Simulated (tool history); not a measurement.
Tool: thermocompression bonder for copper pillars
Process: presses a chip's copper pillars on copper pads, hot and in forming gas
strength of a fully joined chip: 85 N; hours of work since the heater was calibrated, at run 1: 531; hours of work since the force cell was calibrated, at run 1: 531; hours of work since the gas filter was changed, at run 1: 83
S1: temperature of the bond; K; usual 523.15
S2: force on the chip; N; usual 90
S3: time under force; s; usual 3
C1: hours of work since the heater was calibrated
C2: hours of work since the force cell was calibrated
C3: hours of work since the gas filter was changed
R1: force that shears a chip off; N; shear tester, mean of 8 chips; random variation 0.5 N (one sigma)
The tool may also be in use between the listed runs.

| run | day | S1 | S2 | S3 | C1 | C2 | C3 | R1 |
|---|---|---|---|---|---|---|---|---|
| 1 | 0.000 | 523.15 | 90 | 3 | 531 | 531 | 83 | 50.8 |
| 2 | 0.971 | 523.15 | 66 | 3 | 546 | 546 | 98 | 38.5 |
| 3 | 1.542 | 523.15 | 90 | 4 | 555 | 555 | 106 | 54.9 |
| 4 | 2.312 | 523.15 | 90 | 4 | 566 | 566 | 118 | 55.3 |
| 5 | 3.192 | 523.15 | 90 | 3 | 580 | 580 | 131 | 50.3 |
| 6 | 4.158 | 523.15 | 90 | 3 | 594 | 594 | 146 | 49.5 |
| 7 | 4.750 | 523.15 | 90 | 3 | 603 | 603 | 155 | 49.3 |
| 8 | 5.338 | 523.15 | 90 | 3 | 612 | 612 | 164 | 49.2 |
| 9 | 6.042 | 523.15 | 90 | 7 | 623 | 623 | 175 | 62.0 |
| 10 | 6.762 | 523.15 | 90 | 7 | 634 | 634 | 186 | 61.4 |
| 11 | 7.329 | 523.15 | 90 | 7 | 643 | 643 | 194 | 61.8 |
| 12 | 8.258 | 523.15 | 90 | 7 | 657 | 657 | 208 | 61.2 |
| 13 | 9.200 | 523.15 | 90 | 7 | 671 | 671 | 223 | 60.8 |
| 14 | 10.233 | 523.15 | 90 | 7 | 687 | 687 | 238 | 60.2 |
| 15 | 11.258 | 523.15 | 90 | 7 | 702 | 702 | 254 | 59.2 |
| 16 | 11.908 | 523.15 | 90 | 7 | 712 | 712 | 264 | 60.1 |
| 17 | 12.729 | 523.15 | 90 | 7 | 725 | 725 | 276 | 61.0 |
| 18 | 13.638 | 523.15 | 90 | 7 | 738 | 738 | 290 | 58.7 |
| 19 | 14.533 | 523.15 | 90 | 3 | 752 | 752 | 304 | 47.5 |
| 20 | 15.029 | 523.15 | 90 | 3 | 759 | 759 | 311 | 47.0 |
| 21 | 16.058 | 502.15 | 90 | 2 | 775 | 775 | 327 | 28.8 |
| 22 | 16.533 | 499.15 | 84 | 4 | 782 | 782 | 334 | 33.1 |
| 23 | 17.279 | 527.15 | 70 | 4 | 794 | 794 | 345 | 42.7 |
| 24 | 18.375 | 527.15 | 70 | 2 | 810 | 810 | 362 | 33.5 |
| 25 | 18.971 | 523.15 | 110 | 8 | 819 | 819 | 371 | 65.7 |
| 26 | 19.479 | 523.15 | 110 | 8 | 827 | 827 | 379 | 66.1 |
|  | 19.929 | forming gas filter changed |
| 27 | 20.079 | 523.15 | 110 | 8 | 836 | 836 | 2 | 72.6 |
| 28 | 20.646 | 507.15 | 57 | 6 | 844 | 844 | 11 | 31.9 |
| 29 | 21.692 | 541.15 | 70 | 2 | 860 | 860 | 27 | 43.6 |
| 30 | 22.558 | 550.15 | 79 | 6 | 874 | 874 | 40 | 70.0 |
| 31 | 23.508 | 523.15 | 84 | 6 | 888 | 888 | 54 | 56.5 |
| 32 | 24.117 | 523.15 | 84 | 6 | 897 | 897 | 64 | 56.6 |
| 33 | 25.183 | 523.15 | 84 | 6 | 913 | 913 | 80 | 56.1 |
| 34 | 26.267 | 527.15 | 90 | 9 | 930 | 930 | 96 | 67.3 |
| 35 | 26.904 | 494.15 | 73 | 6 | 940 | 940 | 106 | 31.4 |
| 36 | 27.658 | 494.15 | 73 | 6 | 951 | 951 | 117 | 31.2 |
| 37 | 28.408 | 523.15 | 90 | 4 | 962 | 962 | 129 | 52.3 |
| 38 | 29.012 | 524.15 | 67 | 6 | 972 | 972 | 138 | 47.0 |
| 39 | 29.792 | 552.15 | 67 | 2 | 983 | 983 | 150 | 48.2 |

Hidden state or all else? Some run-to-run changes of R1, split into what the settings, what came in and random variation would give without the hidden state, and what is left for the hidden state (with any gauge scatter that isn't in both results):
The hidden state here: true temperature of the bond over the reading, C; force that reaches the chip, % of what is set; oxide that the forming gas leaves, % of the face; drift of the gauge itself on shear_n, %.
Run 24 -> 25: S1 527.15 -> 523.15, S2 70 -> 110, S3 2 -> 8. R1 +32.2 N: hidden state -2.0, all else +34.2.
Run 26 -> 27: forming gas filter changed. R1 +6.5 N: hidden state +6.4, all else +0.1.
Run 27 -> 28: S1 523.15 -> 507.15, S2 110 -> 57, S3 8 -> 6. R1 -40.7 N: hidden state -1.3, all else -39.4.
Run 30 -> 31: S1 550.15 -> 523.15, S2 79 -> 84. R1 -13.5 N: hidden state -2.1, all else -11.4.
Run 34 -> 35: S1 527.15 -> 494.15, S2 90 -> 73, S3 9 -> 6. R1 -35.9 N: hidden state -0.5, all else -35.4.
